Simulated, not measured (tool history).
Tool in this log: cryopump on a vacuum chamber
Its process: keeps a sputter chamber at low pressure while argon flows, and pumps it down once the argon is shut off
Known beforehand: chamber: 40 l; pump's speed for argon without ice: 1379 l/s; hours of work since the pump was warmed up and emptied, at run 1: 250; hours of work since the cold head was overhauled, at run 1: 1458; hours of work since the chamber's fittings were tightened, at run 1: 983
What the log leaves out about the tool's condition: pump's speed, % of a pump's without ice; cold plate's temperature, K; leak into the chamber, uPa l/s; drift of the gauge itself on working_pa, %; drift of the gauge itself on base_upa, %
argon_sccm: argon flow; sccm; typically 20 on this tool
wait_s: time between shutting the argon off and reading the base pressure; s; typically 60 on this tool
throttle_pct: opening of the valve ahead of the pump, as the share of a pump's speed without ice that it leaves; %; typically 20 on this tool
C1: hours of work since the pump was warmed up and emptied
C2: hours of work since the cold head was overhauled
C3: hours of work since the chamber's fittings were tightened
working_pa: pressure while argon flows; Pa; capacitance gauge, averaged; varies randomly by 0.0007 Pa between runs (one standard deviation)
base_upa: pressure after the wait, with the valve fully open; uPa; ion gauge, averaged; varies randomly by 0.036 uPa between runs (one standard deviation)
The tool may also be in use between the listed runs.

{"run": 1, "day": 0.0, "argon_sccm": 20, "wait_s": 60, "throttle_pct": 20, "C1": 250, "C2": 1458, "C3": 983, "working_pa": 0.1233, "base_upa": 2.43}
{"run": 2, "day": 2.196, "argon_sccm": 20, "wait_s": 60, "throttle_pct": 20, "C1": 285, "C2": 1492, "C3": 1017, "working_pa": 0.1249, "base_upa": 2.49}
{"run": 3, "day": 6.142, "argon_sccm": 20, "wait_s": 60, "throttle_pct": 53, "C1": 348, "C2": 1555, "C3": 1080, "working_pa": 0.0488, "base_upa": 2.45}
{"run": 4, "day": 9.071, "argon_sccm": 20, "wait_s": 60, "throttle_pct": 53, "C1": 394, "C2": 1601, "C3": 1126, "working_pa": 0.0491, "base_upa": 2.58}
{"run": 5, "day": 10.7, "argon_sccm": 20, "wait_s": 60, "throttle_pct": 53, "C1": 420, "C2": 1627, "C3": 1152, "working_pa": 0.0483, "base_upa": 2.52}
{"run": 6, "day": 12.883, "argon_sccm": 20, "wait_s": 60, "throttle_pct": 53, "C1": 455, "C2": 1662, "C3": 1187, "working_pa": 0.0491, "base_upa": 2.67}
{"run": 7, "day": 15.892, "argon_sccm": 20, "wait_s": 60, "throttle_pct": 20, "C1": 502, "C2": 1709, "C3": 1234, "working_pa": 0.1258, "base_upa": 2.64}
{"run": 8, "day": 18.362, "argon_sccm": 20, "wait_s": 60, "throttle_pct": 52, "C1": 541, "C2": 1749, "C3": 1274, "working_pa": 0.0507, "base_upa": 2.56}
{"run": 9, "day": 20.238, "argon_sccm": 20, "wait_s": 60, "throttle_pct": 20, "C1": 571, "C2": 1778, "C3": 1303, "working_pa": 0.1267, "base_upa": 2.63}
{"run": 10, "day": 22.9, "argon_sccm": 33, "wait_s": 60, "throttle_pct": 32, "C1": 613, "C2": 1821, "C3": 1346, "working_pa": 0.1324, "base_upa": 2.77}
{"run": 11, "day": 24.712, "argon_sccm": 12, "wait_s": 60, "throttle_pct": 32, "C1": 642, "C2": 1849, "C3": 1374, "working_pa": 0.0483, "base_upa": 2.74}
{"run": 12, "day": 28.696, "argon_sccm": 12, "wait_s": 60, "throttle_pct": 32, "C1": 705, "C2": 1912, "C3": 1437, "working_pa": 0.0487, "base_upa": 2.78}
{"run": 13, "day": 30.854, "argon_sccm": 12, "wait_s": 39, "throttle_pct": 16, "C1": 739, "C2": 1947, "C3": 1472, "working_pa": 0.0949, "base_upa": 3.8}
{"run": 14, "day": 32.946, "argon_sccm": 12, "wait_s": 73, "throttle_pct": 22, "C1": 773, "C2": 1980, "C3": 1505, "working_pa": 0.0699, "base_upa": 2.58}
{"run": 15, "day": 36.917, "argon_sccm": 22, "wait_s": 277, "throttle_pct": 40, "C1": 835, "C2": 2043, "C3": 1568, "working_pa": 0.0733, "base_upa": 1.5}
{"run": 16, "day": 38.75, "argon_sccm": 22, "wait_s": 277, "throttle_pct": 40, "C1": 865, "C2": 2072, "C3": 1597, "working_pa": 0.0734, "base_upa": 1.49}
{"run": 17, "day": 42.167, "argon_sccm": 22, "wait_s": 277, "throttle_pct": 40, "C1": 919, "C2": 2126, "C3": 1651, "working_pa": 0.0736, "base_upa": 1.56}

4 options for the next run, each taken on its own from the tool as it stands now. Forecast them:
{"run": "A", "day": 44.842, "argon_sccm": 13, "wait_s": 60, "throttle_pct": 45, "C1": 961, "C2": 2168, "C3": 1693, "working_pa": "?", "base_upa": "?"}
{"run": "B", "day": 44.842, "argon_sccm": 20, "wait_s": 140, "throttle_pct": 20, "C1": 961, "C2": 2168, "C3": 1693, "working_pa": "?", "base_upa": "?"}
{"run": "C", "day": 44.842, "argon_sccm": 23, "wait_s": 277, "throttle_pct": 39, "C1": 961, "C2": 2168, "C3": 1693, "working_pa": "?", "base_upa": "?"}
{"run": "D", "day": 44.842, "argon_sccm": 20, "wait_s": 282, "throttle_pct": 20, "C1": 961, "C2": 2168, "C3": 1693, "working_pa": "?", "base_upa": "?"}

run=A working_pa=0.0393 base_upa=3.01
run=B working_pa=0.1299 base_upa=2
run=C working_pa=0.0797 base_upa=1.66
run=D working_pa=0.1291 base_upa=1.64
Stripped of hidden state, with their random variation kept, the same runs would have yielded:
run=A working_pa=0.0353 base_upa=2
run=B working_pa=0.1237 base_upa=1.01
run=C working_pa=0.0727 base_upa=0.64
run=D working_pa=0.1229 base_upa=0.61
